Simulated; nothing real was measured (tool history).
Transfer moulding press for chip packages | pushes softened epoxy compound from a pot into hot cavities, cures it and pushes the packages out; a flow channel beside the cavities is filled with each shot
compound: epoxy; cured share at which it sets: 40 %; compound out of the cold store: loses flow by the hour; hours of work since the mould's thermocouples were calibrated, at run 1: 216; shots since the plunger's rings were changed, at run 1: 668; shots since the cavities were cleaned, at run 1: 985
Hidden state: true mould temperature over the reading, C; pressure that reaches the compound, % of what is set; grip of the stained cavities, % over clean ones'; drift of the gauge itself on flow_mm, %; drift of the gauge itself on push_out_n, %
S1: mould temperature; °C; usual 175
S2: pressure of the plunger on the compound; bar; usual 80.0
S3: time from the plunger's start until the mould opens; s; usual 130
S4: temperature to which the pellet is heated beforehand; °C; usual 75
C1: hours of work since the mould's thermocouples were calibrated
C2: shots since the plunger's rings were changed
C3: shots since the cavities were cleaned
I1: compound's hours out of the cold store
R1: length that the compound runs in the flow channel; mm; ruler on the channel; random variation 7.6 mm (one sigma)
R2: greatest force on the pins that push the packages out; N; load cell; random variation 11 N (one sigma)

run	hour	S1	S2	S3	S4	C1	C2	C3	I1	R1	R2
1	0.0	175	80.0	130	75	216	668	985	39.5	870	826
2	9.2	175	80.0	130	81	220	725	1042	21.1	944	834
# hour 21.3: cavities cleaned with cleaning compound and waxed
3	21.7	175	80.0	130	75	225	794	2	20.5	931	522
4	32.2	175	80.0	130	75	229	860	68	35.0	873	561
5	44.6	182	80.0	130	75	235	937	145	43.6	813	512
6	57.6	175	80.0	130	75	241	1018	226	19.8	924	663
7	71.9	175	80.0	130	75	247	1107	315	13.1	965	676
8	87.2	175	80.0	130	66	254	1202	410	28.5	894	703
9	94.2	175	80.0	130	66	257	1246	454	14.6	961	765
10	110.6	175	80.0	130	66	264	1348	556	9.8	985	785
11	124.6	174	79.0	143	77	270	1436	644	25.2	911	729
12	134.9	176	63.3	120	78	275	1499	707	23.5	819	882
13	141.9	176	75.6	120	67	278	1543	751	13.6	944	910
14	152.7	175	80.0	130	81	283	1610	818	25.7	917	830
15	167.1	175	92.4	126	82	289	1700	908	12.7	1036	868
16	182.7	168	87.0	121	75	296	1797	1005	23.9	1006	1570
# hour 200.3: cavities cleaned with cleaning compound and waxed
17	200.3	168	87.0	121	75	303	1898	0	11.7	1062	1035
18	216.9	174	80.0	130	75	311	2002	104	19.9	936	630
19	229.6	179	92.8	130	75	316	2081	183	31.3	935	546

5 ways to go on from here, each from the tool as it stands after run 19. What would each give?
A	242.6	179	92.8	130	76	322	2161	263	26.1	?	?
B	242.6	169	73.4	130	78	322	2161	263	9.9	?	?
C	242.6	175	63.9	116	72	322	2161	263	18.0	?	?
D	242.6	175	80.0	126	75	322	2161	263	46.5	?	?
E	242.6	175	80.0	130	70	322	2161	263	14.2	?	?

run	R1	R2
A	952	578
B	958	1047
C	822	804
D	834	645
E	948	685
Without the tool's hidden state the same runs would have given:
run	R1	R2
A	982	453
B	988	793
C	848	614
D	861	500
E	979	528

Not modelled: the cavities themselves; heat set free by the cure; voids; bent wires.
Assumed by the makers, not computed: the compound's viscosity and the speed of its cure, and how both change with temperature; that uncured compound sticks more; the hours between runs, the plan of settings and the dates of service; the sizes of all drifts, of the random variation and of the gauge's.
